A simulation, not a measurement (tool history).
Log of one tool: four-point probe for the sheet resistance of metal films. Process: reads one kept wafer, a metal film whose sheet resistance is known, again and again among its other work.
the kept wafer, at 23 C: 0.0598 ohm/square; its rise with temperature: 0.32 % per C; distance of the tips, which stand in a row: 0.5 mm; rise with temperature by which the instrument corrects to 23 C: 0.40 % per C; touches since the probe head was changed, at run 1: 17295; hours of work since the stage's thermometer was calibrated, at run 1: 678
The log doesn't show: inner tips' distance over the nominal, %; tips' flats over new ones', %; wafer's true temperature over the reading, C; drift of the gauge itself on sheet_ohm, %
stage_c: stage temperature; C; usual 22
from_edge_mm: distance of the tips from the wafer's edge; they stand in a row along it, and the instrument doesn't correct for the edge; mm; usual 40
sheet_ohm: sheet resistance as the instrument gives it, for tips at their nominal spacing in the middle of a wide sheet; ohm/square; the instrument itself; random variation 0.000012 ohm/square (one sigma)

run   hour  stage_c  from_edge_mm  touches since the probe head was changed  hours of work since the stage's thermometer was calibrated  sheet_ohm
  1      0       22            40                                     17295                                                         678   0.059858
  2   20.4       22            40                                     17785                                                         688   0.059849
  3   33.2       30            40                                     18094                                                         694   0.059514
  4   51.1       22            40                                     18523                                                         702   0.059851
  5   71.8       22            40                                     19021                                                         712   0.059851
  6     84       22            40                                     19316                                                         718   0.059832
  7   96.3       22            40                                     19612                                                         724   0.059842
  8  106.1       19            40                                     19847                                                         729   0.059985
  9  123.8       19            40                                     20272                                                         737   0.059975
 10  144.2       19            40                                     20764                                                         747   0.059979
 11  156.5       19            40                                     21058                                                         753   0.059977
 12  175.1       22            40                                     21508                                                         761   0.059837
 13    196       22            40                                     22011                                                         771   0.059841
 14  214.5       22            40                                     22456                                                         780   0.059842
 15  232.9       22            40                                     22897                                                         789   0.059856
 16  242.6       22            40                                     23132                                                         794   0.059859
 17  259.2       20            40                                     23529                                                         801    0.05996
 18    269       20            40                                     23765                                                         806   0.059938
 19  285.4       22            19                                     24160                                                         814   0.059877
 20  303.4       22            19                                     24594                                                         823   0.059843
 21  319.8       33            11                                     24989                                                         830   0.059455
 22  336.5       22            68                                     25390                                                         838   0.059849
 23  357.8       29             7                                     25902                                                         848   0.059703
 24  367.3       29            20                                     26129                                                         853   0.059566
 25  385.6       30            24                                     26570                                                         862   0.059518
 26  402.9       28             4                                     26987                                                         870   0.060084
 27  421.6       26             8                                     27437                                                         879     0.0598
 28  437.4       27            26                                     27818                                                         886   0.059628
 29    450       33            42                                     28119                                                         892   0.059378
 30  459.1       23             6                                     28339                                                         897    0.06003
 31    477       27            12                                     28769                                                         905   0.059689
 32  488.2       31            50                                     29038                                                         911   0.059462
 33  500.1       31            50                                     29325                                                         916   0.059446
 34  519.4       23             6                                     29789                                                         925   0.060044
 35  540.3       31             3                                     30291                                                         935    0.06035

3 ways to go on from here, each from the tool as it stands after run 35. What would each give?
  A  554.3       19            13                                     30628                                                         942          ?
  B  554.3       23            38                                     30628                                                         942          ?
  C  554.3       23            33                                     30628                                                         942          ?

run  sheet_ohm
  A   0.060028
  B   0.059803
  C    0.05981
Without the tool's hidden state the same runs would have given:
run  sheet_ohm
  A   0.060029
  B   0.059805
  C   0.059812
